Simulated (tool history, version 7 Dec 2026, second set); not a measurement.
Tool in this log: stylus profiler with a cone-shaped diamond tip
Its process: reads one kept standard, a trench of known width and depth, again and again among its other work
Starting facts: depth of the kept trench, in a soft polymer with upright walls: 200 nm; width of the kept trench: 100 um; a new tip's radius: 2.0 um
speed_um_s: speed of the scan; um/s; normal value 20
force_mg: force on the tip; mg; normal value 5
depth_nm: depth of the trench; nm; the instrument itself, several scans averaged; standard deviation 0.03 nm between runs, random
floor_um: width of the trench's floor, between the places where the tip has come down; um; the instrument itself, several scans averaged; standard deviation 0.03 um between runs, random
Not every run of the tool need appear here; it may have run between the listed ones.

run   hour  speed_um_s  force_mg  depth_nm  floor_um
  1      0          20         5    204.44     98.16
  2   53.5          20         5    204.48     98.22
  3   84.8          20         5    204.45     98.12
  4  135.2          20         5    204.45     98.16
  5  164.5          20      4.82    204.37     98.19
  6  192.3          57     10.44    207.28      98.1
  7  222.8          26      2.38    202.76     98.07
  8  255.2           7      9.38    206.84     98.22

Predict the results of run 9:
  9  284.5           6      3.26         ?         ?

Run 9 measured depth_nm 203.32 nm, floor_um 98.23 um.
Were there no unlogged condition in the tool, this run, its random variation unchanged, would have produced depth_nm 203.32 nm, floor_um 98.25 um.

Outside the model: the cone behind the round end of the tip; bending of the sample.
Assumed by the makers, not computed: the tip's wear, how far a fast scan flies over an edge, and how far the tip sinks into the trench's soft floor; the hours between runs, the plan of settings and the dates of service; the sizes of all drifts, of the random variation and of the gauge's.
